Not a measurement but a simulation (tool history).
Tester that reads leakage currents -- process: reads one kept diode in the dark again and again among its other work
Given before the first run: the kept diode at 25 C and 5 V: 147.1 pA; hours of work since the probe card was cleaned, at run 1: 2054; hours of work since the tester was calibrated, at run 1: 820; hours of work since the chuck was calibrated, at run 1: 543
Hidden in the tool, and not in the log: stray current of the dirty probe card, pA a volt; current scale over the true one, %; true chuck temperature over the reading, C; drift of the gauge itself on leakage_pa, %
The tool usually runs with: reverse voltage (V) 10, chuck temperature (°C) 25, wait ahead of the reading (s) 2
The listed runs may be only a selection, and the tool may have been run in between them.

run      day  reverse voltage (V)  chuck temperature (°C)  wait ahead of the reading (s)  hours of work since the probe card was cleaned  hours of work since the tester was calibrated  hours of work since the chuck was calibrated  current that the tester gives (pA)
  1        0                   10                      25                              2                                            2054                                            820                                           543                              240.31
       1.729  -- chuck's temperature calibrated
  2    6.875                 17.3                      25                              2                                            2137                                            904                                            63                              272.63
  3   18.679                 17.3                      25                              2                                            2283                                           1049                                           209                               287.3
  4   25.133                  4.6                      25                              2                                            2362                                           1129                                           288                              164.28
  5     32.2                  4.6                      25                              2                                            2449                                           1216                                           375                               168.4
  6   44.133                  4.6                      31                              2                                            2596                                           1363                                           522                              264.41
      47.467  -- chuck's temperature calibrated
  7   51.342                  4.6                      31                              2                                            2684                                           1451                                            48                              232.06
  8   60.262                  4.6                      31                              2                                            2794                                           1560                                           158                              239.94
  9   71.292                  3.3                      40                           8.58                                            2929                                           1696                                           293                              394.11
 10   81.662                  2.9                      41                           1.05                                            3057                                           1824                                           421                              413.97
 11   90.483                  1.6                      25                              2                                            3166                                           1932                                           530                              114.02
      91.329  -- tester calibrated
      93.108  -- chuck's temperature calibrated
 12   101.55                  1.6                      46                           0.86                                            3300                                            125                                           104                              409.81
 13  107.575                  1.6                      46                           0.86                                            3374                                            199                                           178                              418.07
 14  114.442                   10                      28                           1.04                                            3459                                            284                                           263                              288.84
 15  122.329                   10                      38                              2                                            3556                                            381                                           360                              560.87
 16  129.746                  1.7                      23                            0.4                                            3647                                            472                                           451                              100.47

Below are 3 alternative next runs, each starting from the tool's condition after run 16. Predict each:
     138.217  -- chuck's temperature calibrated
  A  140.304                 16.3                      55                           0.37                                            3776                                            601                                            26                                   ?
     138.217  -- chuck's temperature calibrated
  B  140.304                  1.7                      34                            0.4                                            3776                                            601                                            26                                   ?
     138.217  -- chuck's temperature calibrated
  C  140.304                  1.7                      44                            0.4                                            3776                                            601                                            26                                   ?

run  current that the tester gives (pA)
  A                             1816.07
  B                               191.7
  C                              366.95
The same runs, with their run-to-run variation unchanged, on a tool lacking any hidden condition would have given:
run  current that the tester gives (pA)
  A                             1724.29
  B                              181.83
  C                              352.22

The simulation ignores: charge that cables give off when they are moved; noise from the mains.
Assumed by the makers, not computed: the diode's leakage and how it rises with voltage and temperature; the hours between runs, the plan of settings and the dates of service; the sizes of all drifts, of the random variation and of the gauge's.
